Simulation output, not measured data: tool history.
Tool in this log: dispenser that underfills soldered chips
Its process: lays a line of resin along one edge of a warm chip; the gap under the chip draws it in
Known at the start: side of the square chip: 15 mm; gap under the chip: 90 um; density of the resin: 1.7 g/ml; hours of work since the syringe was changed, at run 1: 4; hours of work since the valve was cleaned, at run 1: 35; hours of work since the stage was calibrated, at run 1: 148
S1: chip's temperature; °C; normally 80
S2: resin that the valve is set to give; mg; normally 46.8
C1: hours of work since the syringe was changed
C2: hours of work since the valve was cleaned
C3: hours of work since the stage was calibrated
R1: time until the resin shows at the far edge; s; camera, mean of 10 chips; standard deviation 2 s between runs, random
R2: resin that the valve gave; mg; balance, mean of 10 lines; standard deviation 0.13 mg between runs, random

run,hour,S1,S2,C1,C2,C3,R1,R2
1,0.0,80,46.8,4,35,148,250.0,45.43
2,3.5,85,46.8,6,37,151,231.8,45.69
# hour 5.9: new syringe of resin
3,9.1,85,46.8,2,40,154,173.0,45.63
4,13.4,85,46.8,5,43,157,210.9,45.40
# hour 17.9: new syringe of resin
5,17.9,80,46.8,0,45,159,181.7,45.38
6,22.5,80,46.8,3,48,162,217.8,45.29
7,26.3,80,46.8,5,51,164,267.9,45.37
# hour 30.4: new syringe of resin
8,32.3,95,41.6,1,54,168,110.2,40.09
9,36.4,66,54.0,4,57,170,446.6,51.79
10,41.2,94,43.6,7,60,173,169.0,41.70
# hour 42.8: new syringe of resin
# hour 46.3: dispensing valve cleaned and set on the balance
11,47.2,94,43.6,2,1,176,118.2,43.76
12,52.0,78,52.8,5,4,179,281.6,52.91
# hour 55.9: new syringe of resin
13,57.1,80,59.9,1,6,182,180.0,59.63
14,61.5,94,42.0,3,9,185,129.9,41.83

Each row is a separate what-if for the run after 14, all from the same tool condition, not one after another. Results?
# hour 68.0: new syringe of resin
A,68.2,86,46.8,0,13,189,?,?
# hour 68.0: new syringe of resin
B,68.2,82,46.0,0,13,189,?,?
# hour 68.0: new syringe of resin
C,68.2,93,54.3,0,13,189,?,?
# hour 68.0: new syringe of resin
D,68.2,91,40.6,0,13,189,?,?

run,R1,R2
A,137.6,46.29
B,167.4,45.74
C,100.2,53.88
D,117.5,40.41
With no hidden state in the tool, these same runs would have given:
run,R1,R2
A,146.6,46.60
B,178.4,46.05
C,106.5,54.24
D,124.7,40.68
